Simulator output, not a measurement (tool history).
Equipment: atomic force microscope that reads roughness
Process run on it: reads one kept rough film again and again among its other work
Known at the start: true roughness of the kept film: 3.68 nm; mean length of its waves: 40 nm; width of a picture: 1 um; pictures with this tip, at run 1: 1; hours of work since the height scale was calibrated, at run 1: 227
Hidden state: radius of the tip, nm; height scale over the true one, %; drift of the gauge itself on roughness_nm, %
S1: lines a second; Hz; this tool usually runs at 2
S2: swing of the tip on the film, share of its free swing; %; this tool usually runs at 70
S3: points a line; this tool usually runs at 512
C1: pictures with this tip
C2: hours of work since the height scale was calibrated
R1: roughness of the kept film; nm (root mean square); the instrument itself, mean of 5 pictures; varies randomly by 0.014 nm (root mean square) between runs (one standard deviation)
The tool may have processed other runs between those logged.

run 1 hour=0 | S1=2 S2=70 S3=512 | C1=1 C2=227 | R1=3.232
run 2 hour=11.1 | S1=2 S2=70 S3=508 | C1=19 C2=233 | R1=3.039
run 3 hour=24.1 | S1=2 S2=70 S3=508 | C1=41 C2=241 | R1=2.843
run 4 hour=33.2 | S1=2 S2=90 S3=508 | C1=56 C2=246 | R1=2.453
-- hour=36.5 new tip fitted
run 5 hour=39.8 | S1=2 S2=90 S3=508 | C1=5 C2=249 | R1=2.868
run 6 hour=48.3 | S1=2 S2=90 S3=508 | C1=20 C2=254 | R1=2.73
run 7 hour=58.5 | S1=2 S2=90 S3=508 | C1=37 C2=260 | R1=2.597
run 8 hour=67.9 | S1=2 S2=90 S3=508 | C1=52 C2=265 | R1=2.475
-- hour=73.9 new tip fitted
run 9 hour=79.5 | S1=2 S2=77 S3=512 | C1=10 C2=272 | R1=3.063
run 10 hour=89.6 | S1=2 S2=77 S3=718 | C1=27 C2=277 | R1=2.91
run 11 hour=99.6 | S1=2 S2=77 S3=718 | C1=43 C2=283 | R1=2.77
-- hour=110.7 new tip fitted
run 12 hour=112 | S1=2 S2=77 S3=718 | C1=2 C2=290 | R1=3.118
run 13 hour=122.8 | S1=2 S2=77 S3=441 | C1=20 C2=296 | R1=2.968
run 14 hour=136 | S1=2 S2=77 S3=441 | C1=42 C2=304 | R1=2.732
run 15 hour=144.9 | S1=2 S2=70 S3=512 | C1=57 C2=309 | R1=2.714
-- hour=148 new tip fitted
run 16 hour=157.2 | S1=2 S2=70 S3=512 | C1=15 C2=315 | R1=3.066
run 17 hour=170.1 | S1=2 S2=70 S3=512 | C1=37 C2=323 | R1=2.909
run 18 hour=176.3 | S1=2 S2=70 S3=512 | C1=47 C2=326 | R1=2.839
-- hour=185.7 new tip fitted
run 19 hour=186.5 | S1=0.56 S2=70 S3=461 | C1=2 C2=332 | R1=3.36
run 20 hour=196.6 | S1=1.1 S2=63 S3=996 | C1=18 C2=338 | R1=3.184
run 21 hour=207.8 | S1=1.1 S2=63 S3=996 | C1=37 C2=344 | R1=2.983
run 22 hour=216.7 | S1=0.69 S2=63 S3=295 | C1=52 C2=349 | R1=2.894
-- hour=222.4 new tip fitted
run 23 hour=223.3 | S1=0.69 S2=63 S3=295 | C1=1 C2=353 | R1=3.371
-- hour=224.9 height scale calibrated on a step standard
run 24 hour=233.4 | S1=0.69 S2=67 S3=295 | C1=16 C2=5 | R1=3.223
run 25 hour=245.8 | S1=1.78 S2=71 S3=512 | C1=37 C2=12 | R1=2.934
run 26 hour=257.9 | S1=0.54 S2=70 S3=512 | C1=57 C2=19 | R1=2.881
-- hour=261 new tip fitted
-- hour=270.9 height scale calibrated on a step standard, once more
run 27 hour=273.3 | S1=2 S2=60 S3=387 | C1=19 C2=1 | R1=3.12
run 28 hour=285.8 | S1=1.47 S2=70 S3=406 | C1=40 C2=8 | R1=2.91
run 29 hour=296.9 | S1=1.47 S2=80 S3=406 | C1=58 C2=15 | R1=2.664
-- hour=298.7 new tip fitted
run 30 hour=310.7 | S1=0.58 S2=64 S3=512 | C1=20 C2=22 | R1=3.208
run 31 hour=319.1 | S1=0.58 S2=64 S3=512 | C1=34 C2=27 | R1=3.112
run 32 hour=330.9 | S1=2 S2=61 S3=772 | C1=53 C2=34 | R1=2.835
-- hour=336.7 new tip fitted
run 33 hour=343.5 | S1=2 S2=61 S3=772 | C1=11 C2=41 | R1=3.187
run 34 hour=354.1 | S1=2 S2=61 S3=772 | C1=29 C2=47 | R1=3.032
run 35 hour=362.4 | S1=1.13 S2=66 S3=450 | C1=43 C2=52 | R1=2.931

4 ways to go on from here, each from the tool as it stands after run 35. What would each give?
-- hour=373.5 new tip fitted
run A hour=374 | S1=2 S2=70 S3=492 | C1=0 C2=58 | R1=?
-- hour=373.5 new tip fitted
run B hour=374 | S1=0.73 S2=81 S3=569 | C1=0 C2=58 | R1=?
-- hour=373.5 new tip fitted
run C hour=374 | S1=0.74 S2=70 S3=604 | C1=0 C2=58 | R1=?
-- hour=373.5 new tip fitted
run D hour=374 | S1=3.37 S2=59 S3=512 | C1=0 C2=58 | R1=?

run=A R1=3.208
run=B R1=3.295
run=C R1=3.335
run=D R1=3.26
With the hidden condition removed and each run's random variation left untouched, the same runs would have given:
run=A R1=3.226
run=B R1=3.315
run=C R1=3.355
run=D R1=3.279

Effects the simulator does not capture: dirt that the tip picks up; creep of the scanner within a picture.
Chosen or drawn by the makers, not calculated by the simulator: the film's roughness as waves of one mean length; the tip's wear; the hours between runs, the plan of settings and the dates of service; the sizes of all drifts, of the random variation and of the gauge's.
